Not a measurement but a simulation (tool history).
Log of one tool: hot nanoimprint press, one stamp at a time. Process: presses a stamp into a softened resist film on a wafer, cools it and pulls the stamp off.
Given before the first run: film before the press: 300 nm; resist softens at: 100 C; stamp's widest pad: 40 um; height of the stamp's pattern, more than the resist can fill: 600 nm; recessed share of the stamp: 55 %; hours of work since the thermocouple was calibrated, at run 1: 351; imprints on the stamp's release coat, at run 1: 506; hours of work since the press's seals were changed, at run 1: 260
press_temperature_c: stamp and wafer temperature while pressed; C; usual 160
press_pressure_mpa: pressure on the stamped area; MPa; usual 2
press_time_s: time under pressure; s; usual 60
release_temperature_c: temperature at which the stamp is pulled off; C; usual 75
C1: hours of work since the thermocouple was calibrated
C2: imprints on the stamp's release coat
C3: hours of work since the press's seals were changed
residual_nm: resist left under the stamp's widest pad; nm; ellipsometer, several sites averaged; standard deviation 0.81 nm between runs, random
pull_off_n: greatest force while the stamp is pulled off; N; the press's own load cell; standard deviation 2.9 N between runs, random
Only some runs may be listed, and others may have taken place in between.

Run 1, hour 0: usual settings; C1 351; C2 506; C3 260. Result: residual_nm 116.9 nm, pull_off_n 174 N.
Run 2, hour 13.2: usual settings; C1 358; C2 553; C3 268. Result: residual_nm 118.9 nm, pull_off_n 181 N.
Run 3, hour 21.8: usual settings; C1 363; C2 584; C3 273. Result: residual_nm 117.1 nm, pull_off_n 181 N.
Run 4, hour 30.3: usual settings but press_pressure_mpa 1.24 MPa; C1 368; C2 615; C3 278. Result: residual_nm 145.4 nm, pull_off_n 179 N.
At hour 41.7: stamp cleaned and given a new release coat.
Run 5, hour 49.1: usual settings but press_pressure_mpa 1.24 MPa; C1 375; C2 26; C3 285. Result: residual_nm 146 nm, pull_off_n 137 N.
Run 6, hour 61.3: usual settings but press_temperature_c 162 C; C1 382; C2 70; C3 292. Result: residual_nm 106.6 nm, pull_off_n 144 N.
Run 7, hour 75.9: usual settings but press_temperature_c 162 C; C1 390; C2 122; C3 300. Result: residual_nm 108.2 nm, pull_off_n 153 N.
Run 8, hour 93.5: usual settings but press_temperature_c 162 C; C1 400; C2 185; C3 310. Result: residual_nm 107.4 nm, pull_off_n 153 N.
Run 9, hour 101: usual settings but press_pressure_mpa 1.65 MPa; C1 404; C2 212; C3 314. Result: residual_nm 131.3 nm, pull_off_n 154 N.
Run 10, hour 117.9: usual settings but press_time_s 32 s; C1 414; C2 272; C3 323. Result: residual_nm 152.6 nm, pull_off_n 161 N.
Run 11, hour 131.8: usual settings but press_temperature_c 165 C, press_pressure_mpa 1.36 MPa, press_time_s 57 s, release_temperature_c 76 C; C1 422; C2 322; C3 331. Result: residual_nm 115 nm, pull_off_n 160 N.
Run 12, hour 139.1: usual settings but release_temperature_c 77 C; C1 426; C2 348; C3 335. Result: residual_nm 120.2 nm, pull_off_n 159 N.
Run 13, hour 150.6: usual settings but press_pressure_mpa 2.7 MPa, press_time_s 81 s; C1 432; C2 390; C3 342. Result: residual_nm 92.3 nm, pull_off_n 162 N.
Run 14, hour 158.1: usual settings but press_temperature_c 158 C, press_pressure_mpa 1.77 MPa, press_time_s 56 s, release_temperature_c 80 C; C1 437; C2 416; C3 346. Result: residual_nm 144.7 nm, pull_off_n 156 N.
Run 15, hour 174.3: usual settings but press_temperature_c 158 C, press_pressure_mpa 1.77 MPa, press_time_s 56 s, release_temperature_c 80 C; C1 446; C2 474; C3 355. Result: residual_nm 144.2 nm, pull_off_n 161 N.
Run 16, hour 190.7: usual settings but press_temperature_c 166 C, press_pressure_mpa 1.77 MPa, press_time_s 80 s, release_temperature_c 76 C; C1 455; C2 533; C3 365. Result: residual_nm 83.6 nm, pull_off_n 172 N.
Run 17, hour 203.1: usual settings but press_temperature_c 166 C, press_pressure_mpa 1.77 MPa, press_time_s 80 s, release_temperature_c 76 C; C1 462; C2 577; C3 372. Result: residual_nm 83.1 nm, pull_off_n 181 N.
Run 18, hour 216.1: usual settings but press_temperature_c 166 C, press_pressure_mpa 1.34 MPa, press_time_s 80 s, release_temperature_c 76 C; C1 469; C2 624; C3 379. Result: residual_nm 95.3 nm, pull_off_n 184 N.
At hour 225.5: stamp cleaned and given a new release coat.
Run 19, hour 236.5: usual settings but press_temperature_c 153 C, press_time_s 91 s, release_temperature_c 76 C; C1 477; C2 39; C3 387. Result: residual_nm 149.4 nm, pull_off_n 138 N.

Table of differences, measured result less the result of that run with no hidden state. Run-to-run variation is the same in both. Gauge scatter possibly is not:
What the log doesn't record here: true temperature over the reading, C; pressure that arrives at the usual setting, %; grip of the stamp's worn release coat, % over a new coat's; drift of the gauge itself on residual_nm, %; drift of the gauge itself on pull_off_n, %.
run  residual_nm  pull_off_n
  1        +11.7         +37
  2          +12         +42
  3        +12.1         +43
  4        +13.4         +45
  5        +13.6          +5
  6        +11.5          +9
  7        +11.9         +12
  8          +12         +16
  9          +14         +18
 10        +15.8         +22
 11        +12.3         +25
 12          +14         +27
 13        +12.1         +29
 14        +16.5         +30
 15        +16.5         +34
 16        +10.3         +39
 17        +10.3         +44
 18        +11.5         +47
 19        +19.5          +6
